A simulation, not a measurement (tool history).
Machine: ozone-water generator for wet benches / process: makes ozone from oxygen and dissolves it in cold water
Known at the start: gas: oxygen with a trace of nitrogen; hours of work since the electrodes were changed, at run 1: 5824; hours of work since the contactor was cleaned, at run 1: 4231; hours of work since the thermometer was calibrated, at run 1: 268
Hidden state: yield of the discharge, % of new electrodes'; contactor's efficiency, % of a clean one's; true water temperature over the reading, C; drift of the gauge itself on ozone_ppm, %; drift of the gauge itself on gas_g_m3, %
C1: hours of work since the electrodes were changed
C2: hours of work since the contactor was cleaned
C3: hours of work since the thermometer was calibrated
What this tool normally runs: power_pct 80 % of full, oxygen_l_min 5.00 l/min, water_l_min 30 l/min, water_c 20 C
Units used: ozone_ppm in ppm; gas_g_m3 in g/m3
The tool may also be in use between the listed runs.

{"run": 1, "day": 0.0, "power_pct": 80, "oxygen_l_min": 5.0, "water_l_min": 30, "water_c": 20, "C1": 5824, "C2": 4231, "C3": 268, "ozone_ppm": 23.4, "gas_g_m3": 266.0}
{"run": 2, "day": 4.379, "power_pct": 80, "oxygen_l_min": 5.0, "water_l_min": 30, "water_c": 20, "C1": 5912, "C2": 4318, "C3": 356, "ozone_ppm": 23.1, "gas_g_m3": 266.0}
{"run": 3, "day": 11.346, "power_pct": 80, "oxygen_l_min": 4.01, "water_l_min": 30, "water_c": 20, "C1": 6051, "C2": 4457, "C3": 495, "ozone_ppm": 21.8, "gas_g_m3": 283.1}
{"run": 4, "day": 15.758, "power_pct": 80, "oxygen_l_min": 4.01, "water_l_min": 30, "water_c": 20, "C1": 6139, "C2": 4546, "C3": 583, "ozone_ppm": 21.7, "gas_g_m3": 282.2}
{"run": 5, "day": 19.95, "power_pct": 80, "oxygen_l_min": 4.01, "water_l_min": 30, "water_c": 19, "C1": 6223, "C2": 4629, "C3": 667, "ozone_ppm": 21.8, "gas_g_m3": 283.4}
{"run": 6, "day": 27.962, "power_pct": 44, "oxygen_l_min": 4.01, "water_l_min": 30, "water_c": 19, "C1": 6383, "C2": 4790, "C3": 827, "ozone_ppm": 13.4, "gas_g_m3": 170.1}
{"run": 7, "day": 32.896, "power_pct": 80, "oxygen_l_min": 5.0, "water_l_min": 47, "water_c": 20, "C1": 6481, "C2": 4888, "C3": 926, "ozone_ppm": 16.1, "gas_g_m3": 263.0}
{"run": 8, "day": 40.146, "power_pct": 80, "oxygen_l_min": 6.28, "water_l_min": 30, "water_c": 20, "C1": 6626, "C2": 5033, "C3": 1071, "ozone_ppm": 25.0, "gas_g_m3": 247.8}
{"run": 9, "day": 44.925, "power_pct": 80, "oxygen_l_min": 6.28, "water_l_min": 30, "water_c": 20, "C1": 6722, "C2": 5128, "C3": 1166, "ozone_ppm": 25.4, "gas_g_m3": 244.9}
{"run": 10, "day": 49.933, "power_pct": 80, "oxygen_l_min": 6.28, "water_l_min": 30, "water_c": 20, "C1": 6822, "C2": 5229, "C3": 1266, "ozone_ppm": 25.0, "gas_g_m3": 247.2}
{"run": 11, "day": 57.5, "power_pct": 80, "oxygen_l_min": 7.37, "water_l_min": 27, "water_c": 20, "C1": 6973, "C2": 5380, "C3": 1417, "ozone_ppm": 27.9, "gas_g_m3": 233.8}
{"run": 12, "day": 65.675, "power_pct": 49, "oxygen_l_min": 7.37, "water_l_min": 27, "water_c": 26, "C1": 7137, "C2": 5543, "C3": 1581, "ozone_ppm": 16.9, "gas_g_m3": 155.5}

What if the next run were any one of these 4? Each begins from the tool's condition after run 12:
{"run": "A", "day": 74.15, "power_pct": 49, "oxygen_l_min": 7.37, "water_l_min": 19, "water_c": 21, "C1": 7306, "C2": 5713, "C3": 1750, "ozone_ppm": "?", "gas_g_m3": "?"}
{"run": "B", "day": 74.15, "power_pct": 80, "oxygen_l_min": 2.75, "water_l_min": 30, "water_c": 20, "C1": 7306, "C2": 5713, "C3": 1750, "ozone_ppm": "?", "gas_g_m3": "?"}
{"run": "C", "day": 74.15, "power_pct": 49, "oxygen_l_min": 3.28, "water_l_min": 36, "water_c": 12, "C1": 7306, "C2": 5713, "C3": 1750, "ozone_ppm": "?", "gas_g_m3": "?"}
{"run": "D", "day": 74.15, "power_pct": 49, "oxygen_l_min": 5.12, "water_l_min": 27, "water_c": 26, "C1": 7306, "C2": 5713, "C3": 1750, "ozone_ppm": "?", "gas_g_m3": "?"}

run=A ozone_ppm=22.7 gas_g_m3=152.4
run=B ozone_ppm=18.6 gas_g_m3=319.2
run=C ozone_ppm=12.0 gas_g_m3=197.3
run=D ozone_ppm=15.7 gas_g_m3=172.7
Had the tool no hidden state, the same runs would have come out as:
run=A ozone_ppm=22.7 gas_g_m3=152.5
run=B ozone_ppm=18.7 gas_g_m3=319.7
run=C ozone_ppm=12.1 gas_g_m3=197.5
run=D ozone_ppm=15.7 gas_g_m3=172.8

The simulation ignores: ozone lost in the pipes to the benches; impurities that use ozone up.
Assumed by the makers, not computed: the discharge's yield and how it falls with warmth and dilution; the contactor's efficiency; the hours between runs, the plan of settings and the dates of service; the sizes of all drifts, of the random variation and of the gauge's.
